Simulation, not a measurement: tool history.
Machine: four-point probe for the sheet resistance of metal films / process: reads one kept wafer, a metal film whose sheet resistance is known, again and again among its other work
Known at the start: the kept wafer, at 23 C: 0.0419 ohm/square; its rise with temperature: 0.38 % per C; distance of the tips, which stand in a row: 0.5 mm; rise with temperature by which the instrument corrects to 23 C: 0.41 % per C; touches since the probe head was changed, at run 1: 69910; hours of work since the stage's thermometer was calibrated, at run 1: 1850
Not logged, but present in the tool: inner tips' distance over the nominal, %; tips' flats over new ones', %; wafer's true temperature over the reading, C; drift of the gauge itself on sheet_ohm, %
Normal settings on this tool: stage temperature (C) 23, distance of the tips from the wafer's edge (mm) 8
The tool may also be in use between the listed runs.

run    hour  stage temperature (C)  distance of the tips from the wafer's edge (mm)  touches since the probe head was changed  hours of work since the stage's thermometer was calibrated  sheet resistance as the instrument gives it (ohm/square)
  1     0.0                     23                                                8                                     69910                                                        1850                                                  0.042074
  2    50.2                     23                                                8                                     71777                                                        1883                                                  0.042109
       63.6  -- stage's thermometer calibrated
  3   114.9                     23                                                8                                     74164                                                          33                                                  0.042177
  4   154.6                     23                                                8                                     75636                                                          59                                                  0.042192
  5   203.4                     23                                                8                                     77450                                                          91                                                  0.042174
  6   268.9                     23                                                8                                     79885                                                         133                                                  0.042192
  7   310.5                     23                                                8                                     81431                                                         160                                                  0.042193
  8   378.0                     26                                                8                                     83941                                                         204                                                  0.042164
  9   441.6                     26                                                8                                     86303                                                         245                                                  0.042162
 10   508.9                     23                                                8                                     88805                                                         289                                                  0.042206
 11   558.9                     23                                                8                                     90663                                                         321                                                  0.042190
 12   611.9                     23                                                8                                     92635                                                         356                                                  0.042226
 13   667.9                     26                                                8                                     94715                                                         392                                                  0.042162
 14   708.9                     26                                                8                                     96239                                                         419                                                  0.042173
 15   749.7                     26                                                8                                     97755                                                         445                                                  0.042186
 16   785.7                     23                                               65                                     99093                                                         469                                                  0.042126
 17   825.2                     23                                               65                                    100561                                                         494                                                  0.042122
 18   863.9                     23                                               65                                    102000                                                         519                                                  0.042127
 19   907.5                     19                                                8                                    103620                                                         548                                                  0.042243
 20   939.6                     19                                                4                                    104814                                                         569                                                  0.042510
 21   982.8                     19                                                4                                    106421                                                         597                                                  0.042543
 22  1022.3                     19                                                4                                    107887                                                         622                                                  0.042530
 23  1077.5                     33                                               15                                    109939                                                         658                                                  0.042041
 24  1120.9                     25                                               35                                    111551                                                         686                                                  0.042108
 25  1187.3                     29                                               26                                    114019                                                         729                                                  0.042080

Forecast run 26:
 26  1222.3                     29                                               10                                    115320                                                         752                                                         ?

For run 26 the tool returned sheet resistance as the instrument gives it (ohm/square) 0.042133.
The same run, on a tool lacking any hidden state, would have yielded sheet resistance as the instrument gives it (ohm/square) 0.041893.
